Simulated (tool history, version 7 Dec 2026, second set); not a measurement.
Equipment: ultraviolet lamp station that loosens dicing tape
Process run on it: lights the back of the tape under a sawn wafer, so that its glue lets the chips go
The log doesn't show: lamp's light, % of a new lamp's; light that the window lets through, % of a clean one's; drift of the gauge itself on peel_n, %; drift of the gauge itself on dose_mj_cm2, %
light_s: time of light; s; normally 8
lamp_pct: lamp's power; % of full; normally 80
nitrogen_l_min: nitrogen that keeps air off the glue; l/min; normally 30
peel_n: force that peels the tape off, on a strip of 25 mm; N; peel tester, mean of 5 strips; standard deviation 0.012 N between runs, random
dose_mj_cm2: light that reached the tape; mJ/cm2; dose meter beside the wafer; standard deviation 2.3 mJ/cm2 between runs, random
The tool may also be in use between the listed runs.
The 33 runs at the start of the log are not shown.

run    hour  light_s  lamp_pct  nitrogen_l_min  hours of work of the lamp  hours of work since the window was cleaned  peel_n  dose_mj_cm2
 34  1374.2        5        65              38                        840                                         107   1.572           90
 35  1397.1        6        67              30                        850                                         118   1.294          108
 36  1445.0        6        80              40                        873                                         140   1.017          130
 37  1488.4        5        69              40                        893                                         161   1.427           94
 38  1511.8        6        96              10                        904                                         172   1.245          153
 39  1555.8        5        99              39                        925                                         192   0.978          131
 40  1590.6       12        99              39                        942                                         209   0.307          312
 41  1645.2        8        83              30                        967                                         235   0.722          173
 42  1695.9        8        83              30                        991                                         258   0.775          171
 43  1721.0        8        83              30                       1003                                         270   0.772          170

Branching from run 43: 3 alternative next runs. What would each branch give?
  A  1762.6        9        80              30                       1023                                         290       ?            ?
  B  1762.6        8        89              11                       1023                                         290       ?            ?
  C  1762.6        8        94              30                       1023                                         290       ?            ?

run  peel_n  dose_mj_cm2
  A   0.701          183
  B   1.047          180
  C   0.644          187
Without the tool's unlogged condition, the same runs would have read:
run  peel_n  dose_mj_cm2
  A   0.439          248
  B   0.692          244
  C   0.403          255

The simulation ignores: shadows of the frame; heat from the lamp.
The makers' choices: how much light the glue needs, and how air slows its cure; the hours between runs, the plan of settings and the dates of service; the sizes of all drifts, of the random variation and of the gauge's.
